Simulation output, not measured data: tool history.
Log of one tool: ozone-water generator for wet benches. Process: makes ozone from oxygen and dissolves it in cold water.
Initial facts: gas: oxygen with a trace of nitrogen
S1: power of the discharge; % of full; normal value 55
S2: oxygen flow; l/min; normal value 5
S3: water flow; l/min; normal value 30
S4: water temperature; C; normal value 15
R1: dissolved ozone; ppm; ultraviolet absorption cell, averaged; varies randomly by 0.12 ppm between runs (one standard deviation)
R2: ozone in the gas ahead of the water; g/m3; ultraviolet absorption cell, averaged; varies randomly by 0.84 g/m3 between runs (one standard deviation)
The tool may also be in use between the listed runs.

run 1 hour=0 | S1=55 S2=5 S3=30 S4=15 | R1=10.7 R2=126.9
run 2 hour=87 | S1=55 S2=5 S3=30 S4=15 | R1=10.6 R2=124.7
run 3 hour=197.6 | S1=55 S2=5 S3=30 S4=15 | R1=10.4 R2=126
run 4 hour=261.6 | S1=55 S2=5 S3=22 S4=15 | R1=13.7 R2=125.5
run 5 hour=308.9 | S1=55 S2=5 S3=22 S4=15 | R1=13.5 R2=123.9
run 6 hour=409 | S1=55 S2=5 S3=30 S4=15 | R1=10.5 R2=125.3
run 7 hour=467.5 | S1=55 S2=5 S3=21 S4=15 | R1=14 R2=124.5
run 8 hour=535.3 | S1=55 S2=5 S3=21 S4=15 | R1=14.3 R2=123.4
run 9 hour=612.8 | S1=55 S2=5 S3=21 S4=15 | R1=14.1 R2=123.3
run 10 hour=700.2 | S1=55 S2=5 S3=21 S4=15 | R1=13.9 R2=124.4
run 11 hour=751.3 | S1=55 S2=5 S3=30 S4=15 | R1=10.3 R2=124.5
run 12 hour=813.8 | S1=55 S2=5 S3=30 S4=15 | R1=10.4 R2=122.7
run 13 hour=884.1 | S1=55 S2=5 S3=30 S4=15 | R1=10.2 R2=123.8
run 14 hour=974.6 | S1=55 S2=5 S3=30 S4=15 | R1=10.4 R2=123.1
run 15 hour=1040.2 | S1=55 S2=5 S3=30 S4=15 | R1=10.5 R2=124.2
run 16 hour=1152.4 | S1=55 S2=5 S3=30 S4=15 | R1=10.4 R2=122.9
run 17 hour=1215 | S1=55 S2=4.21 S3=30 S4=9 | R1=10.8 R2=137
run 18 hour=1330.1 | S1=55 S2=5 S3=29 S4=15 | R1=10.8 R2=122
run 19 hour=1392.4 | S1=55 S2=5 S3=29 S4=15 | R1=10.6 R2=122.2
run 20 hour=1475.7 | S1=65 S2=3.25 S3=20 S4=12 | R1=16.2 R2=174.7
run 21 hour=1581.8 | S1=55 S2=5 S3=22 S4=15 | R1=13.1 R2=121.3
run 22 hour=1645 | S1=55 S2=2.82 S3=23 S4=14 | R1=12.3 R2=172.6
run 23 hour=1758.7 | S1=55 S2=2.82 S3=25 S4=14 | R1=11.4 R2=174.1
run 24 hour=1821.6 | S1=55 S2=2.82 S3=25 S4=14 | R1=11.6 R2=173.1
run 25 hour=1922.8 | S1=55 S2=2.53 S3=30 S4=8 | R1=9.8 R2=184.6
run 26 hour=2010.3 | S1=55 S2=2.53 S3=30 S4=8 | R1=9.7 R2=181.9
run 27 hour=2101.1 | S1=74 S2=2.98 S3=45 S4=20 | R1=7.3 R2=194.4
run 28 hour=2216.6 | S1=55 S2=5.57 S3=30 S4=15 | R1=10.2 R2=113.2
run 29 hour=2304 | S1=55 S2=5.57 S3=30 S4=15 | R1=10.3 R2=113.4
run 30 hour=2408.4 | S1=55 S2=5.57 S3=30 S4=15 | R1=10.2 R2=112.9
run 31 hour=2513.7 | S1=55 S2=2.58 S3=30 S4=15 | R1=9.1 R2=180.5
run 32 hour=2602.1 | S1=70 S2=5 S3=25 S4=15 | R1=13.4 R2=136.7

Between the runs listed above, the log contained 1 entry, not reproduced here. Where in the sequence does each belong, and how does what the log doesn't record of the tool's condition differ from the listed run before to the listed run after?
Logged between run 6 and run 7: water thermometer calibrated (hour 417.8)
  yield of the discharge, % of new electrodes': 92.1 -> 92; contactor's efficiency, % of a clean one's: 94.5 -> 94.4; true water temperature over the reading, C: 0.16 -> 0.04
  measured less the result without the state, R1: -1.1 -> -1.4 ppm; R2: -9.1 -> -9.3 g/m3
